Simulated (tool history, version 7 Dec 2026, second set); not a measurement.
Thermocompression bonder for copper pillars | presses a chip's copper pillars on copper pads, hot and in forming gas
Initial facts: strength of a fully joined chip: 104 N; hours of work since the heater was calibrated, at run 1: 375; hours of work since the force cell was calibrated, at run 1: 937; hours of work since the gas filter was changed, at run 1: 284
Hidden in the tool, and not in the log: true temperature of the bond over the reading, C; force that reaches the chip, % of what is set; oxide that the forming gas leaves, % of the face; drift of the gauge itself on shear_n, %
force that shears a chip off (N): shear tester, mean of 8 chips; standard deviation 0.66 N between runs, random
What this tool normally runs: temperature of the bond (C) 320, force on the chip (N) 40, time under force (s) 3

| run | hour | temperature of the bond (C) | force on the chip (N) | time under force (s) | hours of work since the heater was calibrated | hours of work since the force cell was calibrated | hours of work since the gas filter was changed | force that shears a chip off (N) |
|---|---|---|---|---|---|---|---|---|
| 1 | 0 | 320 | 40 | 3 | 375 | 937 | 284 | 36.9 |
|  | 10.3 | forming gas filter changed |
| 2 | 42.8 | 320 | 40 | 3 | 393 | 955 | 14 | 39.9 |
| 3 | 98.4 | 320 | 40 | 3 | 417 | 979 | 38 | 40 |
| 4 | 155.4 | 292 | 40 | 3 | 442 | 1004 | 62 | 29.9 |
| 5 | 232 | 292 | 40 | 2 | 475 | 1037 | 95 | 24.2 |
|  | 238.6 | force cell calibrated |
| 6 | 321 | 316 | 40 | 3 | 512 | 35 | 133 | 37.5 |
| 7 | 400 | 316 | 40 | 3 | 546 | 69 | 167 | 36.8 |
| 8 | 445.5 | 316 | 40 | 3 | 566 | 89 | 186 | 36 |
| 9 | 519.1 | 331 | 40 | 4 | 597 | 121 | 218 | 45.2 |
| 10 | 601.8 | 341 | 34 | 4 | 633 | 156 | 253 | 43.2 |
| 11 | 650.7 | 341 | 24 | 2 | 654 | 177 | 274 | 23.9 |
|  | 666.5 | force cell calibrated, once more |
|  | 685.1 | forming gas filter changed |
| 12 | 692.3 | 346 | 40 | 2 | 671 | 11 | 3 | 43.9 |
| 13 | 764.7 | 344 | 40 | 4 | 702 | 42 | 34 | 54 |
| 14 | 830.5 | 344 | 40 | 4 | 730 | 70 | 62 | 54.5 |
| 15 | 899.4 | 344 | 40 | 4 | 760 | 100 | 92 | 52.3 |

Each row is a separate what-if for the run after 15, all from the same tool condition, not one after another. Results?
| A | 955.5 | 320 | 25 | 3 | 784 | 124 | 116 | ? |
| B | 955.5 | 322 | 40 | 3 | 784 | 124 | 116 | ? |
| C | 955.5 | 347 | 40 | 3 | 784 | 124 | 116 | ? |

| run | force that shears a chip off (N) |
|---|---|
| A | 26.7 |
| B | 38.8 |
| C | 48.7 |
Take away the tool's hidden state, keep each run's random variation, and the runs would have read:
| run | force that shears a chip off (N) |
|---|---|
| A | 30.1 |
| B | 43.5 |
| C | 54 |
